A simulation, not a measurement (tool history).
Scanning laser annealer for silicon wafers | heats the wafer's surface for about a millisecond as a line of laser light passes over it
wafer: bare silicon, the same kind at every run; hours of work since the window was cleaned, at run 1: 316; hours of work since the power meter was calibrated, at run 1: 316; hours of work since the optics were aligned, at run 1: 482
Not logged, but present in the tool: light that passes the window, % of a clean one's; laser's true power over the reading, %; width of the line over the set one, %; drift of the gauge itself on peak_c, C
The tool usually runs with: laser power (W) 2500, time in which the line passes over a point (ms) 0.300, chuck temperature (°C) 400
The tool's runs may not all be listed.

run	hour	laser power (W)	time in which the line passes over a point (ms)	chuck temperature (°C)	hours of work since the window was cleaned	hours of work since the power meter was calibrated	hours of work since the optics were aligned	highest temperature of the surface (°C)
1	0.0	2500	0.300	400	316	316	482	1178
2	48.7	2500	0.345	400	337	337	504	1243
3	82.4	2500	0.345	400	352	352	518	1246
4	134.8	2500	0.345	400	375	375	541	1244
5	167.4	2500	0.345	400	390	390	556	1243
6	229.5	2500	0.300	361	417	417	583	1142
7	296.2	2500	0.300	400	446	446	612	1178
8	325.2	2500	0.300	400	459	459	625	1181
9	389.5	2571	0.300	400	487	487	653	1199
10	441.2	2500	0.300	400	510	510	676	1179
# hour 506.0: optics aligned, line set to its width
11	514.1	2500	0.253	400	539	539	4	1104
12	575.6	2500	0.253	415	566	566	31	1124
13	635.0	2500	0.253	415	593	593	57	1118
14	691.4	2500	0.253	415	617	617	81	1122
15	761.7	2500	0.300	400	648	648	112	1179
16	811.6	2500	0.300	400	670	670	134	1175
17	842.9	2500	0.300	400	684	684	148	1177
18	894.3	2500	0.300	400	706	706	170	1179
# hour 938.4: window over the wafer cleaned
19	951.1	2533	0.336	392	6	730	194	1233
20	995.7	2500	0.265	400	25	750	214	1124
21	1029.4	2725	0.321	363	40	765	229	1240
22	1075.3	2725	0.321	363	60	785	249	1240
23	1130.9	2458	0.224	398	84	809	273	1049
24	1168.7	2131	0.299	400	101	826	290	1073
25	1205.1	2500	0.323	384	117	842	306	1193
26	1241.9	2500	0.323	384	133	858	322	1196
27	1300.8	2500	0.323	384	159	884	348	1198
28	1347.4	2318	0.272	400	179	904	368	1093
29	1378.9	2590	0.317	393	193	918	382	1224
30	1424.8	2590	0.317	393	213	938	402	1222

Forecast run 31:
31	1462.6	2590	0.259	434	230	955	419	?

highest temperature of the surface (°C): 1175
Take away the tool's hidden state, keep the run-to-run variation as it was, and the same run would have given highest temperature of the surface (°C) 1176.
